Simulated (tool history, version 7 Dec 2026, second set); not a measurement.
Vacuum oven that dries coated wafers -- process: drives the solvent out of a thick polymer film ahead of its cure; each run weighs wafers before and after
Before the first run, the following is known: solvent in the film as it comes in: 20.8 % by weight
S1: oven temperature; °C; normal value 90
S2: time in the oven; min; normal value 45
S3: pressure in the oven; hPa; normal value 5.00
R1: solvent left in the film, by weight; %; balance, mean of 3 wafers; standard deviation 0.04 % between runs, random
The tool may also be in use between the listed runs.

run	hour	S1	S2	S3	R1
1	0.0	90	45	5.00	1.74
2	10.9	90	45	5.00	1.79
3	25.4	90	45	3.12	1.68
4	45.3	90	45	3.12	1.67
5	58.9	90	45	3.12	1.58
6	80.9	90	45	3.12	1.68

What does the tool deliver on the next run?
7	94.1	90	45	3.12	?

Run 7 yielded R1 1.67 %.
Without the tool's hidden state the same run would have given R1 1.68 %.
